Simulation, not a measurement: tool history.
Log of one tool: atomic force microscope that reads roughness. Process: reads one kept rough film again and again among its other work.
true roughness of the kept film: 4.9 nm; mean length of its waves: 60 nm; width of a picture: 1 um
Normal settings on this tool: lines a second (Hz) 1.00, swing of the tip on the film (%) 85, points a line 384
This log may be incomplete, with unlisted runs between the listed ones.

run   hour  lines a second (Hz)  swing of the tip on the film (%)  points a line  roughness of the kept film (nm (root mean square))
  1    0.0                 1.00                                85            384                                               4.082
       8.3  -- new tip fitted
  2   40.2                 1.00                                85            384                                               4.228
  3   65.9                 1.00                                85            384                                               4.092
      84.4  -- new tip fitted
  4   89.8                 1.00                                85            384                                               4.364
  5  116.4                 1.00                                85            384                                               4.250
  6  149.9                 1.00                                85            384                                               4.053
     161.2  -- new tip fitted
  7  171.8                 1.00                                85            384                                               4.348
  8  209.5                 1.93                                85            384                                               3.900
     239.0  -- new tip fitted
  9  244.8                 1.93                                85            384                                               4.136
 10  266.5                 1.93                                85            384                                               4.008
 11  302.3                 1.00                                85            384                                               4.058
     314.5  -- new tip fitted
 12  342.2                 3.11                                85            829                                               3.802
 13  372.9                 3.11                                85            829                                               3.658
     391.1  -- new tip fitted
 14  396.0                 0.77                                72            310                                               4.548
 15  431.3                 0.77                                72            310                                               4.304
 16  462.3                 0.77                                79            355                                               4.119
     467.1  -- new tip fitted
 17  489.7                 0.77                                79            355                                               4.399
 18  519.0                 3.68                                66            392                                               4.039
     545.8  -- new tip fitted
 19  546.3                 0.85                                70            358                                               4.614
 20  572.6                 0.85                                85            292                                               4.312
 21  593.1                 1.65                                61            292                                               4.304

Here are 5 independent what-if runs from the current tool condition. What would each one return?
  A  610.9                 1.21                                61            634                                                   ?
  B  610.9                 1.65                                89            292                                                   ?
  C  610.9                 3.99                                85            899                                                   ?
  D  610.9                 1.00                                56            916                                                   ?
  E  610.9                 2.37                                61            292                                                   ?

run  roughness of the kept film (nm (root mean square))
  A                                               4.224
  B                                               3.850
  C                                               3.470
  D                                               4.267
  E                                               4.146
The same runs, with their run-to-run variation unchanged, on a tool lacking any hidden condition would have given:
run  roughness of the kept film (nm (root mean square))
  A                                               4.533
  B                                               4.132
  C                                               3.724
  D                                               4.579
  E                                               4.449

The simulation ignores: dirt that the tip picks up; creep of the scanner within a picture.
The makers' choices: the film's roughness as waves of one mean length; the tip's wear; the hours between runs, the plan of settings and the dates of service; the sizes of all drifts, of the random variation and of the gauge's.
